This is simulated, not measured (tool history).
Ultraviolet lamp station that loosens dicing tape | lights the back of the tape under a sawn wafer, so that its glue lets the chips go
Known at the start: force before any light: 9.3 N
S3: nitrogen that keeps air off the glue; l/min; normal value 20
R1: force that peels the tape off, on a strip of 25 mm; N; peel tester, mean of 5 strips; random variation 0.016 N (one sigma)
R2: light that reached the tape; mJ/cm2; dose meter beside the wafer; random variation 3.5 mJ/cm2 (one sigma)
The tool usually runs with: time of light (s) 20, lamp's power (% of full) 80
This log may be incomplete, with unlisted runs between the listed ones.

Run 1, hour 0.0: usual settings. Result: R1 1.412 N, R2 414 mJ/cm2.
Run 2, hour 15.9: usual settings. Result: R1 1.464 N, R2 414 mJ/cm2.
Run 3, hour 33.5: usual settings. Result: R1 1.448 N, R2 413 mJ/cm2.
Run 4, hour 43.0: usual settings but S3 14 l/min. Result: R1 1.858 N, R2 412 mJ/cm2.
Run 5, hour 59.4: usual settings but S3 14 l/min. Result: R1 1.934 N, R2 400 mJ/cm2.
Run 6, hour 77.1: usual settings but S3 14 l/min. Result: R1 1.967 N, R2 399 mJ/cm2.
Run 7, hour 88.6: usual settings but S3 12 l/min. Result: R1 2.163 N, R2 396 mJ/cm2.
At hour 94.1: window cleaned of glue's vapour.
Run 8, hour 98.5: usual settings but S3 12 l/min. Result: R1 1.884 N, R2 425 mJ/cm2.
Run 9, hour 115.8: usual settings but S3 12 l/min. Result: R1 1.927 N, R2 426 mJ/cm2.
Run 10, hour 133.5: usual settings but S3 12 l/min. Result: R1 2.029 N, R2 415 mJ/cm2.
Run 11, hour 141.6: usual settings but S3 12 l/min. Result: R1 1.989 N, R2 415 mJ/cm2.
Run 12, hour 151.8: usual settings but S3 12 l/min. Result: R1 2.004 N, R2 416 mJ/cm2.
Run 13, hour 160.3: usual settings but time of light (s) 34, S3 12 l/min. Result: R1 0.744 N, R2 694 mJ/cm2.
Run 14, hour 168.5: usual settings but lamp's power (% of full) 66. Result: R1 2.013 N, R2 337 mJ/cm2.
Run 15, hour 183.9: usual settings but lamp's power (% of full) 66. Result: R1 1.998 N, R2 331 mJ/cm2.
Run 16, hour 201.8: usual settings but lamp's power (% of full) 66, S3 6 l/min. Result: R1 3.649 N, R2 330 mJ/cm2.
Run 17, hour 212.2: usual settings but lamp's power (% of full) 66, S3 6 l/min. Result: R1 3.589 N, R2 328 mJ/cm2.
Run 18, hour 221.9: usual settings but lamp's power (% of full) 66, S3 6 l/min. Result: R1 3.603 N, R2 325 mJ/cm2.
Run 19, hour 238.3: usual settings but lamp's power (% of full) 66, S3 6 l/min. Result: R1 3.672 N, R2 323 mJ/cm2.
Run 20, hour 251.4: usual settings. Result: R1 1.591 N, R2 391 mJ/cm2.
Run 21, hour 260.5: usual settings. Result: R1 1.573 N, R2 392 mJ/cm2.
Run 22, hour 274.5: usual settings. Result: R1 1.652 N, R2 386 mJ/cm2.
Run 23, hour 290.3: usual settings but time of light (s) 10, lamp's power (% of full) 97, S3 29 l/min. Result: R1 2.757 N, R2 226 mJ/cm2.
Run 24, hour 301.6: usual settings but time of light (s) 10, lamp's power (% of full) 97, S3 29 l/min. Result: R1 2.808 N, R2 229 mJ/cm2.
Run 25, hour 315.9: usual settings but time of light (s) 10, lamp's power (% of full) 97, S3 29 l/min. Result: R1 2.719 N, R2 230 mJ/cm2.
Run 26, hour 325.9: usual settings but time of light (s) 10, lamp's power (% of full) 75, S3 29 l/min. Result: R1 3.617 N, R2 175 mJ/cm2.
At hour 330.9: lamp changed.
Run 27, hour 338.9: usual settings but time of light (s) 10, lamp's power (% of full) 75, S3 29 l/min. Result: R1 2.388 N, R2 254 mJ/cm2.
Run 28, hour 348.6: usual settings but time of light (s) 35, lamp's power (% of full) 75, S3 29 l/min. Result: R1 0.166 N, R2 897 mJ/cm2.
Run 29, hour 362.6: usual settings but lamp's power (% of full) 76, S3 6 l/min. Result: R1 2.214 N, R2 513 mJ/cm2.
Run 30, hour 372.6: usual settings but time of light (s) 14, lamp's power (% of full) 69, S3 18 l/min. Result: R1 2.189 N, R2 330 mJ/cm2.
Run 31, hour 384.7: usual settings but time of light (s) 18, S3 17 l/min. Result: R1 1.221 N, R2 481 mJ/cm2.
Run 32, hour 393.6: usual settings but time of light (s) 18, lamp's power (% of full) 96, S3 17 l/min. Result: R1 0.858 N, R2 576 mJ/cm2.
Run 33, hour 401.2: usual settings but time of light (s) 18, lamp's power (% of full) 85, S3 17 l/min. Result: R1 1.053 N, R2 505 mJ/cm2.
Run 34, hour 417.5: usual settings but time of light (s) 18, lamp's power (% of full) 71, S3 16 l/min. Result: R1 1.616 N, R2 420 mJ/cm2.
Run 35, hour 430.6: usual settings but time of light (s) 23, lamp's power (% of full) 88, S3 36 l/min. Result: R1 0.291 N, R2 667 mJ/cm2.
Run 36, hour 449.5: usual settings but time of light (s) 23, lamp's power (% of full) 98, S3 21 l/min. Result: R1 0.371 N, R2 738 mJ/cm2.
Run 37, hour 458.0: usual settings but lamp's power (% of full) 73, S3 7 l/min. Result: R1 2.294 N, R2 473 mJ/cm2.
Run 38, hour 465.7: usual settings but lamp's power (% of full) 73, S3 7 l/min. Result: R1 2.364 N, R2 468 mJ/cm2.
Run 39, hour 473.3: usual settings but lamp's power (% of full) 73, S3 7 l/min. Result: R1 2.267 N, R2 469 mJ/cm2.
Run 40, hour 481.5: usual settings but lamp's power (% of full) 73, S3 7 l/min. Result: R1 2.335 N, R2 468 mJ/cm2.
Run 41, hour 495.9: usual settings but time of light (s) 30, lamp's power (% of full) 73, S3 24 l/min. Result: R1 0.350 N, R2 687 mJ/cm2.
Run 42, hour 506.3: usual settings but time of light (s) 30, lamp's power (% of full) 73, S3 24 l/min. Result: R1 0.366 N, R2 690 mJ/cm2.
Run 43, hour 522.8: usual settings but time of light (s) 19, lamp's power (% of full) 73, S3 7 l/min. Result: R1 2.624 N, R2 436 mJ/cm2.

A few steps of R1 between consecutive runs. Split each: what settings, incoming material and random variation would produce without the hidden state, and what is left over for the hidden state, along with gauge scatter present in only one of the two compared results (measured, and without hidden state):
Unlogged tool condition in this case: lamp's light, % of a new lamp's; light that the window lets through, % of a clean one's; drift of the gauge itself on peel_n, %; drift of the gauge itself on dose_mj_cm2, %.
Run 12 -> 13: time of light (s) 20 -> 34. R1 -1.260 N: hidden state -0.429, all else -0.831.
Run 13 -> 14: time of light (s) 34 -> 20, lamp's power (% of full) 80 -> 66, S3 12 -> 20. R1 +1.269 N: hidden state +0.460, all else +0.809.
Run 19 -> 20: lamp's power (% of full) 66 -> 80, S3 6 -> 20. R1 -2.081 N: hidden state -0.344, all else -1.737.
Run 26 -> 27: lamp changed. R1 -1.229 N: hidden state -1.237, all else +0.008.
Run 27 -> 28: time of light (s) 10 -> 35. R1 -2.222 N: hidden state -0.094, all else -2.128.
Run 42 -> 43: time of light (s) 30 -> 19, S3 24 -> 7. R1 +2.258 N: hidden state +0.291, all else +1.967.
